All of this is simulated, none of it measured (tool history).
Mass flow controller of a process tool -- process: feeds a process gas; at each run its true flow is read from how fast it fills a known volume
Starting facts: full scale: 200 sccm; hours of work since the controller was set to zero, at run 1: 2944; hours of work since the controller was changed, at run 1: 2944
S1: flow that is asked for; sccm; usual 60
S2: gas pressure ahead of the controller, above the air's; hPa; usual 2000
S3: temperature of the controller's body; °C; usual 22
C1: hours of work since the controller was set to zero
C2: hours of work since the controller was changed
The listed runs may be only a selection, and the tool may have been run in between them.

{"run": 1, "hour": 0.0, "S1": 60, "S2": 2000, "S3": 22, "C1": 2944, "C2": 2944, "true flow (%)": 99.53}
{"run": 2, "hour": 274.6, "S1": 60, "S2": 2000, "S3": 22, "C1": 3133, "C2": 3133, "true flow (%)": 99.74}
{"run": 3, "hour": 536.3, "S1": 60, "S2": 2000, "S3": 22, "C1": 3313, "C2": 3313, "true flow (%)": 99.8}
{"run": 4, "hour": 814.0, "S1": 60, "S2": 2000, "S3": 22, "C1": 3504, "C2": 3504, "true flow (%)": 99.86}
{"run": 5, "hour": 1107.5, "S1": 60, "S2": 2000, "S3": 22, "C1": 3707, "C2": 3707, "true flow (%)": 99.88}
{"run": 6, "hour": 1330.8, "S1": 60, "S2": 1810, "S3": 22, "C1": 3860, "C2": 3860, "true flow (%)": 99.83}
{"run": 7, "hour": 1555.7, "S1": 60, "S2": 1810, "S3": 22, "C1": 4015, "C2": 4015, "true flow (%)": 99.8}
{"run": 8, "hour": 1738.2, "S1": 60, "S2": 2000, "S3": 32, "C1": 4141, "C2": 4141, "true flow (%)": 99.33}
{"run": 9, "hour": 2035.4, "S1": 60, "S2": 2000, "S3": 22, "C1": 4345, "C2": 4345, "true flow (%)": 100.1}
{"run": 10, "hour": 2199.7, "S1": 138, "S2": 2000, "S3": 22, "C1": 4458, "C2": 4458, "true flow (%)": 99.87}
{"run": 11, "hour": 2441.4, "S1": 138, "S2": 2000, "S3": 22, "C1": 4625, "C2": 4625, "true flow (%)": 100.06}
{"run": 12, "hour": 2658.5, "S1": 60, "S2": 2000, "S3": 22, "C1": 4774, "C2": 4774, "true flow (%)": 100.22}
{"run": 13, "hour": 2875.1, "S1": 60, "S2": 2000, "S3": 22, "C1": 4923, "C2": 4923, "true flow (%)": 100.15}
{"run": 14, "hour": 3176.9, "S1": 60, "S2": 2530, "S3": 22, "C1": 5131, "C2": 5131, "true flow (%)": 100.52}
{"run": 15, "hour": 3408.5, "S1": 60, "S2": 2530, "S3": 22, "C1": 5290, "C2": 5290, "true flow (%)": 100.58}
{"run": 16, "hour": 3670.9, "S1": 115, "S2": 2360, "S3": 31, "C1": 5471, "C2": 5471, "true flow (%)": 99.58}
{"run": 17, "hour": 3865.9, "S1": 115, "S2": 1850, "S3": 31, "C1": 5605, "C2": 5605, "true flow (%)": 99.19}
{"run": 18, "hour": 4009.7, "S1": 20, "S2": 2070, "S3": 26, "C1": 5704, "C2": 5704, "true flow (%)": 104.42}
{"run": 19, "hour": 4227.9, "S1": 20, "S2": 2070, "S3": 26, "C1": 5854, "C2": 5854, "true flow (%)": 104.64}
{"run": 20, "hour": 4363.0, "S1": 20, "S2": 2070, "S3": 26, "C1": 5947, "C2": 5947, "true flow (%)": 104.85}
{"run": 21, "hour": 4665.3, "S1": 53, "S2": 2580, "S3": 23, "C1": 6156, "C2": 6156, "true flow (%)": 101.16}
{"run": 22, "hour": 4836.4, "S1": 60, "S2": 2000, "S3": 24, "C1": 6273, "C2": 6273, "true flow (%)": 100.51}
{"run": 23, "hour": 5012.7, "S1": 44, "S2": 1600, "S3": 24, "C1": 6395, "C2": 6395, "true flow (%)": 100.95}
{"run": 24, "hour": 5188.0, "S1": 44, "S2": 1600, "S3": 24, "C1": 6515, "C2": 6515, "true flow (%)": 101.05}
{"run": 25, "hour": 5350.3, "S1": 26, "S2": 1620, "S3": 34, "C1": 6627, "C2": 6627, "true flow (%)": 102.93}
{"run": 26, "hour": 5542.4, "S1": 62, "S2": 1470, "S3": 35, "C1": 6759, "C2": 6759, "true flow (%)": 99.46}
{"run": 27, "hour": 5727.8, "S1": 62, "S2": 1470, "S3": 35, "C1": 6887, "C2": 6887, "true flow (%)": 99.65}
{"run": 28, "hour": 5964.1, "S1": 62, "S2": 1450, "S3": 35, "C1": 7050, "C2": 7050, "true flow (%)": 99.48}
{"run": 29, "hour": 6210.2, "S1": 22, "S2": 1780, "S3": 32, "C1": 7219, "C2": 7219, "true flow (%)": 104.86}
{"run": 30, "hour": 6433.2, "S1": 22, "S2": 1780, "S3": 32, "C1": 7372, "C2": 7372, "true flow (%)": 105.17}

What if the next run were any one of these 3? Each begins from the tool's condition after run 30:
{"run": "A", "hour": 6598.3, "S1": 24, "S2": 1930, "S3": 35, "C1": 7486, "C2": 7486, "true flow (%)": "?"}
{"run": "B", "hour": 6598.3, "S1": 22, "S2": 1780, "S3": 37, "C1": 7486, "C2": 7486, "true flow (%)": "?"}
{"run": "C", "hour": 6598.3, "S1": 126, "S2": 1820, "S3": 39, "C1": 7486, "C2": 7486, "true flow (%)": "?"}

run=A true_flow_(%)=104.46
run=B true_flow_(%)=104.83
run=C true_flow_(%)=98.93
The same runs, with their run-to-run variation unchanged, on a tool lacking any hidden condition would have given:
run=A true_flow_(%)=97.1
run=B true_flow_(%)=96.74
run=C true_flow_(%)=98.01
